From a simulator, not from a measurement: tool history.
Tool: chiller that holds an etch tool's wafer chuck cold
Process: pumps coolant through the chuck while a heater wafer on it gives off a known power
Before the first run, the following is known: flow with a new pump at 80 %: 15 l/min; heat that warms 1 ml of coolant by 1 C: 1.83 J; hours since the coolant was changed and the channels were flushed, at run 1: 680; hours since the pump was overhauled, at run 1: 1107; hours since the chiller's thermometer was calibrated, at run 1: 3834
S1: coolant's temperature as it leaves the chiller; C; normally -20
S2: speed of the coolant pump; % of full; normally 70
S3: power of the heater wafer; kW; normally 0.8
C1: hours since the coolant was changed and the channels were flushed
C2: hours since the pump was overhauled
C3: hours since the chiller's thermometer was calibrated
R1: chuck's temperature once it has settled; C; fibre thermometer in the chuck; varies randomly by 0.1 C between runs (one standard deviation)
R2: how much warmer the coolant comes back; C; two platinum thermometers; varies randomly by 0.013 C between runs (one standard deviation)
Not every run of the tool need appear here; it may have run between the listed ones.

{"run": 1, "day": 0.0, "S1": -20, "S2": 70, "S3": 0.8, "C1": 680, "C2": 1107, "C3": 3834, "R1": -13.4, "R2": 2.01}
{"run": 2, "day": 0.829, "S1": -19, "S2": 70, "S3": 0.8, "C1": 699, "C2": 1127, "C3": 3854, "R1": -12.3, "R2": 2.02}
{"run": 3, "day": 1.904, "S1": -19, "S2": 70, "S3": 0.8, "C1": 725, "C2": 1153, "C3": 3880, "R1": -12.4, "R2": 2.05}
{"run": 4, "day": 3.675, "S1": -19, "S2": 70, "S3": 0.8, "C1": 768, "C2": 1196, "C3": 3923, "R1": -12.4, "R2": 2.05}
{"run": 5, "day": 5.096, "S1": -11, "S2": 70, "S3": 0.8, "C1": 802, "C2": 1230, "C3": 3957, "R1": -4.3, "R2": 2.09}
{"run": 6, "day": 6.042, "S1": -11, "S2": 70, "S3": 0.8, "C1": 825, "C2": 1252, "C3": 3979, "R1": -4.4, "R2": 2.09}
{"day": 6.704, "done": "chiller's thermometer calibrated"}
{"run": 7, "day": 7.192, "S1": -11, "S2": 70, "S3": 0.8, "C1": 851, "C2": 1279, "C3": 12, "R1": -4.1, "R2": 2.12}
{"run": 8, "day": 7.929, "S1": -11, "S2": 70, "S3": 0.8, "C1": 869, "C2": 1297, "C3": 29, "R1": -4.1, "R2": 2.11}
{"run": 9, "day": 9.038, "S1": -21, "S2": 79, "S3": 0.544, "C1": 895, "C2": 1323, "C3": 56, "R1": -16.8, "R2": 1.32}
{"run": 10, "day": 9.962, "S1": -20, "S2": 65, "S3": 0.8, "C1": 918, "C2": 1345, "C3": 78, "R1": -12.9, "R2": 2.3}
{"run": 11, "day": 11.538, "S1": -20, "S2": 70, "S3": 0.979, "C1": 955, "C2": 1383, "C3": 116, "R1": -11.8, "R2": 2.61}
{"run": 12, "day": 12.279, "S1": -20, "S2": 70, "S3": 0.979, "C1": 973, "C2": 1401, "C3": 134, "R1": -11.9, "R2": 2.63}
{"run": 13, "day": 13.942, "S1": -13, "S2": 80, "S3": 0.494, "C1": 1013, "C2": 1441, "C3": 174, "R1": -9.2, "R2": 1.25}

Each row is a separate what-if for the run after 13, all from the same tool condition, not one after another. Results?
{"run": "A", "day": 14.842, "S1": -12, "S2": 91, "S3": 0.533, "C1": 1035, "C2": 1463, "C3": 195, "R1": "?", "R2": "?"}
{"run": "B", "day": 14.842, "S1": -20, "S2": 64, "S3": 0.608, "C1": 1035, "C2": 1463, "C3": 195, "R1": "?", "R2": "?"}
{"run": "C", "day": 14.842, "S1": -20, "S2": 68, "S3": 0.8, "C1": 1035, "C2": 1463, "C3": 195, "R1": "?", "R2": "?"}
{"run": "D", "day": 14.842, "S1": -18, "S2": 82, "S3": 0.875, "C1": 1035, "C2": 1463, "C3": 195, "R1": "?", "R2": "?"}
{"run": "E", "day": 14.842, "S1": -15, "S2": 80, "S3": 0.494, "C1": 1035, "C2": 1463, "C3": 195, "R1": "?", "R2": "?"}

run=A R1=-8.4 R2=1.24
run=B R1=-14.5 R2=1.89
run=C R1=-13.1 R2=2.26
run=D R1=-11.6 R2=2.07
run=E R1=-11.4 R2=1.28
Take away the tool's hidden state, keep each run's random variation, and the runs would have read:
run=A R1=-8.4 R2=1.04
run=B R1=-14.5 R2=1.68
run=C R1=-13.1 R2=2.05
run=D R1=-11.6 R2=1.87
run=E R1=-11.4 R2=1.07
